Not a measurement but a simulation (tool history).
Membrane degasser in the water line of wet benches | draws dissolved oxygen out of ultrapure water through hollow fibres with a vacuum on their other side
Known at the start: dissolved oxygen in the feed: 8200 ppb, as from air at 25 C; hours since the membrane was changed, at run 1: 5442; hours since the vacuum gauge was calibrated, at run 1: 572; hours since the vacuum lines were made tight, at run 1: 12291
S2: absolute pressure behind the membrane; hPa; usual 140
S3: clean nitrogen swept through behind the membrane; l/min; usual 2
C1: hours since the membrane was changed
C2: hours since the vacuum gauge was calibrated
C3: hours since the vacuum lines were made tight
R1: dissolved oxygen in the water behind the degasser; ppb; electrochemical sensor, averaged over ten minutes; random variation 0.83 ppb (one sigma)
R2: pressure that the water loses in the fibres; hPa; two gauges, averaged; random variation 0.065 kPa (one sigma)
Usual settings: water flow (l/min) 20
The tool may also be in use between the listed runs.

{"run": 1, "day": 0.0, "water flow (l/min)": 20, "S2": 140, "S3": 2, "C1": 5442, "C2": 572, "C3": 12291, "R1": 270.5, "R2": 252.2}
{"run": 2, "day": 7.846, "water flow (l/min)": 20, "S2": 140, "S3": 2, "C1": 5630, "C2": 760, "C3": 12480, "R1": 269.6, "R2": 253.7}
{"run": 3, "day": 15.596, "water flow (l/min)": 20, "S2": 292, "S3": 2, "C1": 5816, "C2": 946, "C3": 12666, "R1": 593.6, "R2": 254.6}
{"run": 4, "day": 21.667, "water flow (l/min)": 20, "S2": 140, "S3": 2.5, "C1": 5962, "C2": 1092, "C3": 12811, "R1": 225, "R2": 254.5}
{"run": 5, "day": 26.588, "water flow (l/min)": 20, "S2": 140, "S3": 2.5, "C1": 6080, "C2": 1210, "C3": 12929, "R1": 225, "R2": 254.9}
{"run": 6, "day": 30.529, "water flow (l/min)": 20, "S2": 140, "S3": 2.5, "C1": 6175, "C2": 1305, "C3": 13024, "R1": 223.2, "R2": 255.1}
{"run": 7, "day": 38.338, "water flow (l/min)": 20, "S2": 140, "S3": 3.58, "C1": 6362, "C2": 1492, "C3": 13211, "R1": 166.8, "R2": 255.2}
{"run": 8, "day": 43.833, "water flow (l/min)": 20, "S2": 140, "S3": 3.58, "C1": 6494, "C2": 1624, "C3": 13343, "R1": 167.4, "R2": 255.7}
{"run": 9, "day": 50.462, "water flow (l/min)": 20, "S2": 140, "S3": 1.17, "C1": 6653, "C2": 1783, "C3": 13503, "R1": 419.7, "R2": 253.9}
{"run": 10, "day": 54.075, "water flow (l/min)": 20, "S2": 140, "S3": 1.17, "C1": 6740, "C2": 1870, "C3": 13589, "R1": 421.7, "R2": 255.2}
{"run": 11, "day": 57.733, "water flow (l/min)": 24, "S2": 140, "S3": 2, "C1": 6828, "C2": 1958, "C3": 13677, "R1": 339.3, "R2": 306.9}
{"run": 12, "day": 63.996, "water flow (l/min)": 24, "S2": 111, "S3": 2, "C1": 6978, "C2": 2108, "C3": 13827, "R1": 261.2, "R2": 306.3}
{"run": 13, "day": 71.908, "water flow (l/min)": 20, "S2": 140, "S3": 2, "C1": 7168, "C2": 2298, "C3": 14017, "R1": 271, "R2": 254}
{"run": 14, "day": 77.529, "water flow (l/min)": 19, "S2": 138, "S3": 1.36, "C1": 7303, "C2": 2433, "C3": 14152, "R1": 347.6, "R2": 243.4}
{"run": 15, "day": 82.175, "water flow (l/min)": 19, "S2": 138, "S3": 1.36, "C1": 7414, "C2": 2544, "C3": 14264, "R1": 348, "R2": 242.4}
{"run": 16, "day": 89.825, "water flow (l/min)": 16, "S2": 88, "S3": 2.9, "C1": 7598, "C2": 2728, "C3": 14447, "R1": 83.3, "R2": 205.2}
{"run": 17, "day": 98.658, "water flow (l/min)": 29, "S2": 97, "S3": 0.84, "C1": 7810, "C2": 2940, "C3": 14659, "R1": 524.7, "R2": 371.6}
{"run": 18, "day": 103.375, "water flow (l/min)": 15, "S2": 88, "S3": 2, "C1": 7923, "C2": 3053, "C3": 14772, "R1": 106, "R2": 193.3}
{"run": 19, "day": 108.121, "water flow (l/min)": 15, "S2": 88, "S3": 2, "C1": 8037, "C2": 3167, "C3": 14886, "R1": 106.5, "R2": 193.1}
{"run": 20, "day": 112.471, "water flow (l/min)": 15, "S2": 88, "S3": 2, "C1": 8141, "C2": 3271, "C3": 14991, "R1": 106.3, "R2": 193.4}
{"run": 21, "day": 120.304, "water flow (l/min)": 20, "S2": 217, "S3": 2, "C1": 8329, "C2": 3459, "C3": 15179, "R1": 435.8, "R2": 256.9}
{"run": 22, "day": 128.104, "water flow (l/min)": 31, "S2": 255, "S3": 3.65, "C1": 8516, "C2": 3647, "C3": 15366, "R1": 531.4, "R2": 398.6}
{"run": 23, "day": 133.808, "water flow (l/min)": 20, "S2": 86, "S3": 1.16, "C1": 8653, "C2": 3784, "C3": 15503, "R1": 229.6, "R2": 256.7}
{"day": 136.675, "done": "seals of the vacuum lines changed"}
{"day": 139.729, "done": "gauge calibrated"}
{"run": 24, "day": 141.625, "water flow (l/min)": 20, "S2": 86, "S3": 1.16, "C1": 8839, "C2": 3969, "C3": 119, "R1": 228.4, "R2": 252.6}
{"run": 25, "day": 145.471, "water flow (l/min)": 20, "S2": 86, "S3": 1.16, "C1": 8931, "C2": 4061, "C3": 211, "R1": 228.8, "R2": 254.6}
{"run": 26, "day": 149.35, "water flow (l/min)": 20, "S2": 86, "S3": 1.16, "C1": 9024, "C2": 4155, "C3": 304, "R1": 230.4, "R2": 253.7}

Forecast each of these 4 alternatives for the next run:
{"run": "A", "day": 157.158, "water flow (l/min)": 14, "S2": 273, "S3": 1.08, "C1": 9212, "C2": 4342, "C3": 492, "R1": "?", "R2": "?"}
{"run": "B", "day": 157.158, "water flow (l/min)": 20, "S2": 161, "S3": 4.76, "C1": 9212, "C2": 4342, "C3": 492, "R1": "?", "R2": "?"}
{"run": "C", "day": 157.158, "water flow (l/min)": 20, "S2": 86, "S3": 1.86, "C1": 9212, "C2": 4342, "C3": 492, "R1": "?", "R2": "?"}
{"run": "D", "day": 157.158, "water flow (l/min)": 21, "S2": 86, "S3": 1.16, "C1": 9212, "C2": 4342, "C3": 492, "R1": "?", "R2": "?"}

run=A R1=673.7 R2=177.5
run=B R1=153.4 R2=253.1
run=C R1=157.3 R2=253.3
run=D R1=241.7 R2=266.5
Without the tool's hidden state the same runs would have given:
run=A R1=673.7 R2=177.1
run=B R1=153.4 R2=252.5
run=C R1=157.2 R2=252.6
run=D R1=241.5 R2=265.8
